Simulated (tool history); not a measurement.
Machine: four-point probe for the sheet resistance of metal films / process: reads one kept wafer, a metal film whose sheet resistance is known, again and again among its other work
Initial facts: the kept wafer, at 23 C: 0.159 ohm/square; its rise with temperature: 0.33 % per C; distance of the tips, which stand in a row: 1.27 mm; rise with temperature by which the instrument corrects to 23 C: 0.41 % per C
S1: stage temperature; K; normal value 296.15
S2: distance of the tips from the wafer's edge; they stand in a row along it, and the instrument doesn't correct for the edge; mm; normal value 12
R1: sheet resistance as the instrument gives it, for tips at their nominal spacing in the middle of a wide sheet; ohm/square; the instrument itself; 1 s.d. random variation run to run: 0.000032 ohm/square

Run 1, day 0.000: usual settings. Result: R1 0.159034 ohm/square.
Run 2, day 3.183: usual settings. Result: R1 0.159030 ohm/square.
Run 3, day 5.733: usual settings. Result: R1 0.158957 ohm/square.
Run 4, day 9.742: usual settings. Result: R1 0.158957 ohm/square.
Run 5, day 12.938: usual settings. Result: R1 0.159016 ohm/square.
Run 6, day 16.650: usual settings. Result: R1 0.158935 ohm/square.
Run 7, day 19.725: usual settings but S2 65 mm. Result: R1 0.157983 ohm/square.
At day 19.988: stage's thermometer calibrated.
Run 8, day 23.217: usual settings but S2 8 mm. Result: R1 0.160023 ohm/square.
Run 9, day 27.588: usual settings but S2 8 mm. Result: R1 0.159998 ohm/square.
Run 10, day 31.567: usual settings but S1 297.15 K, S2 14 mm. Result: R1 0.158394 ohm/square.
Run 11, day 33.600: usual settings but S1 297.15 K, S2 14 mm. Result: R1 0.158377 ohm/square.
Run 12, day 37.321: usual settings but S1 302.15 K, S2 40 mm. Result: R1 0.157111 ohm/square.
At day 39.608: stage's thermometer calibrated, once more.
Run 13, day 39.854: usual settings but S1 302.15 K, S2 40 mm. Result: R1 0.157282 ohm/square.
Run 14, day 42.100: usual settings but S1 294.15 K, S2 15 mm. Result: R1 0.158718 ohm/square.
Run 15, day 45.233: usual settings but S1 297.15 K, S2 10 mm. Result: R1 0.159126 ohm/square.
Run 16, day 48.567: usual settings but S1 297.15 K, S2 10 mm. Result: R1 0.159076 ohm/square.
Run 17, day 50.883: usual settings but S1 297.15 K, S2 10 mm. Result: R1 0.159077 ohm/square.

Here are 3 independent what-if runs from the current tool condition. What would each one return?
Run A, day 53.454: usual settings but S1 301.15 K, S2 6 mm. Result: R1 ?.
Run B, day 53.454: usual settings but S1 306.15 K, S2 21 mm. Result: R1 ?.
Run C, day 53.454: usual settings but S1 299.15 K. Result: R1 ?.

run        R1
  A  0.160842
  B  0.156913
  C  0.158400
Without the tool's unlogged condition, the same runs would have read:
run        R1
  A  0.162068
  B  0.158110
  C  0.159609
